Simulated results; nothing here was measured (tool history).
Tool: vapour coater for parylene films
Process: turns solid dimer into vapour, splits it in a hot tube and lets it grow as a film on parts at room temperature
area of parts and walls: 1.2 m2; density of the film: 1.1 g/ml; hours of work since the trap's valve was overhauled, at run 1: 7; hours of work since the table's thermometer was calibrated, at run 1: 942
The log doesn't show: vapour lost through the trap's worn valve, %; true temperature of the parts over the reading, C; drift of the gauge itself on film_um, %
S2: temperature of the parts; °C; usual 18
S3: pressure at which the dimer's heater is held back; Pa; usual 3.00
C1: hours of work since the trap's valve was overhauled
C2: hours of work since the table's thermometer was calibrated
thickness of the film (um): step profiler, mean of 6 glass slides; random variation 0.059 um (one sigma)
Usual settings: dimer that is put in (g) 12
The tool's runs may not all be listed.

Run 1, hour 0.0: usual settings; C1 7; C2 942. Result: thickness of the film (um) 6.93.
Run 2, hour 34.6: usual settings; C1 33; C2 968. Result: thickness of the film (um) 6.89.
Run 3, hour 54.7: usual settings but S2 13 °C; C1 49; C2 983. Result: thickness of the film (um) 8.42.
Run 4, hour 74.5: usual settings but S2 13 °C; C1 63; C2 998. Result: thickness of the film (um) 8.63.
Run 5, hour 105.3: usual settings but S2 13 °C; C1 87; C2 1021. Result: thickness of the film (um) 8.63.
Run 6, hour 127.9: usual settings but S2 13 °C; C1 104; C2 1038. Result: thickness of the film (um) 8.41.
Run 7, hour 162.0: usual settings but S2 13 °C; C1 129; C2 1064. Result: thickness of the film (um) 8.57.
Run 8, hour 188.9: usual settings but S2 13 °C; C1 149; C2 1084. Result: thickness of the film (um) 8.41.
Run 9, hour 214.1: usual settings but S2 13 °C; C1 168; C2 1103. Result: thickness of the film (um) 8.57.
Run 10, hour 239.8: usual settings but S2 13 °C, S3 4.32 Pa; C1 188; C2 1123. Result: thickness of the film (um) 8.05.
At hour 254.7: table's thermometer calibrated.
At hour 264.8: trap's valve overhauled.
Run 11, hour 271.7: usual settings but S2 13 °C, S3 4.32 Pa; C1 5; C2 10. Result: thickness of the film (um) 8.10.
Run 12, hour 293.6: usual settings but S2 12 °C; C1 22; C2 26. Result: thickness of the film (um) 9.01.
Run 13, hour 320.7: usual settings; C1 42; C2 47. Result: thickness of the film (um) 6.98.
Run 14, hour 341.8: usual settings; C1 58; C2 63. Result: thickness of the film (um) 6.99.
Run 15, hour 372.6: usual settings but S2 19 °C; C1 81; C2 86. Result: thickness of the film (um) 6.75.
Run 16, hour 390.0: usual settings; C1 94; C2 99. Result: thickness of the film (um) 6.97.
Run 17, hour 408.8: usual settings; C1 108; C2 113. Result: thickness of the film (um) 6.97.
Run 18, hour 429.9: usual settings; C1 124; C2 129. Result: thickness of the film (um) 7.00.
Run 19, hour 459.7: usual settings; C1 147; C2 151. Result: thickness of the film (um) 6.86.
Run 20, hour 486.4: usual settings; C1 167; C2 171. Result: thickness of the film (um) 6.90.
Run 21, hour 512.2: usual settings but S2 28 °C; C1 186; C2 191. Result: thickness of the film (um) 4.70.
Run 22, hour 531.7: usual settings but S2 28 °C; C1 201; C2 205. Result: thickness of the film (um) 4.62.
At hour 538.0: trap's valve overhauled.
Run 23, hour 558.0: usual settings but dimer that is put in (g) 7, S2 13 °C, S3 2.72 Pa; C1 15; C2 222. Result: thickness of the film (um) 5.04.
Run 24, hour 586.8: usual settings but dimer that is put in (g) 7, S2 13 °C, S3 2.72 Pa; C1 37; C2 244. Result: thickness of the film (um) 5.09.
Run 25, hour 612.8: usual settings but dimer that is put in (g) 9, S2 10 °C, S3 8.04 Pa; C1 56; C2 263. Result: thickness of the film (um) 6.39.
Run 26, hour 643.9: usual settings but dimer that is put in (g) 8, S3 11.71 Pa; C1 80; C2 287. Result: thickness of the film (um) 3.78.
Run 27, hour 672.5: usual settings but dimer that is put in (g) 8, S3 11.71 Pa; C1 101; C2 308. Result: thickness of the film (um) 3.88.
Run 28, hour 710.2: usual settings but dimer that is put in (g) 16, S2 21 °C, S3 8.18 Pa; C1 130; C2 337. Result: thickness of the film (um) 7.15.
Run 29, hour 728.8: usual settings but dimer that is put in (g) 19, S2 29 °C, S3 7.07 Pa; C1 144; C2 351. Result: thickness of the film (um) 6.24.
Run 30, hour 765.3: usual settings but dimer that is put in (g) 9, S2 22 °C, S3 8.91 Pa; C1 171; C2 378. Result: thickness of the film (um) 3.82.
Run 31, hour 792.8: usual settings but dimer that is put in (g) 6, S3 2.00 Pa; C1 192; C2 399. Result: thickness of the film (um) 3.65.
At hour 809.5: trap's valve overhauled.
Run 32, hour 820.2: usual settings but dimer that is put in (g) 21, S2 23 °C, S3 2.00 Pa; C1 8; C2 416. Result: thickness of the film (um) 10.57.
Run 33, hour 854.3: usual settings; C1 34; C2 442. Result: thickness of the film (um) 6.94.
Run 34, hour 887.7: usual settings; C1 59; C2 467. Result: thickness of the film (um) 6.93.
Run 35, hour 908.8: usual settings; C1 75; C2 483. Result: thickness of the film (um) 6.95.
Run 36, hour 941.2: usual settings but dimer that is put in (g) 6, S2 12 °C, S3 6.18 Pa; C1 99; C2 508. Result: thickness of the film (um) 4.06.
Run 37, hour 961.4: usual settings but dimer that is put in (g) 6, S2 12 °C, S3 6.18 Pa; C1 114; C2 523. Result: thickness of the film (um) 4.06.
Run 38, hour 986.6: usual settings but S2 15 °C, S3 8.84 Pa; C1 133; C2 542. Result: thickness of the film (um) 6.85.
Run 39, hour 1018.3: usual settings but S2 15 °C, S3 8.84 Pa; C1 157; C2 565. Result: thickness of the film (um) 6.66.
Run 40, hour 1055.8: usual settings but dimer that is put in (g) 15, S3 8.24 Pa; C1 185; C2 594. Result: thickness of the film (um) 7.60.
At hour 1083.9: trap's valve overhauled.
Run 41, hour 1098.9: usual settings but dimer that is put in (g) 15, S3 8.24 Pa; C1 11; C2 623. Result: thickness of the film (um) 7.55.
Run 42, hour 1129.9: usual settings but dimer that is put in (g) 10, S3 8.94 Pa; C1 35; C2 646. Result: thickness of the film (um) 5.01.
Run 43, hour 1160.6: usual settings; C1 58; C2 670. Result: thickness of the film (um) 6.94.
Run 44, hour 1199.1: usual settings but dimer that is put in (g) 11, S2 21 °C, S3 2.05 Pa; C1 87; C2 698. Result: thickness of the film (um) 6.00.

Forecast each of these 3 alternatives for the next run:
Run A, hour 1238.8: usual settings but dimer that is put in (g) 6, S2 21 °C, S3 11.94 Pa; C1 117; C2 728. Result: thickness of the film (um) ?.
Run B, hour 1238.8: usual settings but dimer that is put in (g) 15, S2 21 °C, S3 10.74 Pa; C1 117; C2 728. Result: thickness of the film (um) ?.
Run C, hour 1238.8: usual settings but dimer that is put in (g) 6, S2 21 °C, S3 2.05 Pa; C1 117; C2 728. Result: thickness of the film (um) ?.

run  thickness of the film (um)
  A                        2.53
  B                        6.52
  C                        3.20
Without the tool's hidden state the same runs would have given:
run  thickness of the film (um)
  A                        2.54
  B                        6.54
  C                        3.21
